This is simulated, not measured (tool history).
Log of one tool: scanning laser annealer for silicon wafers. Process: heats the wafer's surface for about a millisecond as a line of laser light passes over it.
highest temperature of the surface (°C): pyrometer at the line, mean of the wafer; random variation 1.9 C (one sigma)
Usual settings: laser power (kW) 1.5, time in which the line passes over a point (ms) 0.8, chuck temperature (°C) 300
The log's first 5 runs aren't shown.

run,day,laser power (kW),time in which the line passes over a point (ms),chuck temperature (°C),highest temperature of the surface (°C)
6,1.875,1.5,0.8,300,1110
7,2.092,1.5,0.8,300,1111
8,2.362,1.5,0.8,300,1108
9,2.675,1.5,0.8,300,1110
10,2.946,1.5,0.8,300,1114
11,3.2,1.5,0.8,300,1111
12,3.629,1.5,0.8,300,1106
13,3.912,1.5,0.8,281,1093
14,4.371,1.47,0.8,300,1085
15,4.833,1.47,0.8,300,1088
16,5.304,1.589,0.927,288,1213
17,5.612,1.28,0.8,300,958
18,5.85,1.579,0.8,299,1157
19,6.208,1.579,0.8,299,1158
20,6.496,1.61,0.58,312,1080
21,6.962,1.5,0.944,300,1162
22,7.371,1.552,0.571,300,1025
23,7.675,1.638,0.778,333,1221
24,8.121,1.638,0.778,335,1223
25,8.371,1.413,0.8,300,1046
26,8.771,1.413,0.8,300,1043
27,9.1,1.413,0.8,300,1043
28,9.504,1.498,0.885,300,1132
29,9.742,1.619,0.734,274,1123
30,9.988,1.619,0.734,274,1126

Forecast each of these 5 alternatives for the next run:
A,10.212,1.5,0.8,335,?
B,10.212,1.643,0.8,306,?
C,10.212,1.434,0.734,333,?
D,10.212,1.495,0.727,300,?
E,10.212,1.34,0.8,287,?

run,highest temperature of the surface (°C)
A,1136
B,1205
C,1061
D,1067
E,981
Without the tool's hidden state the same runs would have given:
run,highest temperature of the surface (°C)
A,1165
B,1239
C,1088
D,1095
E,1006
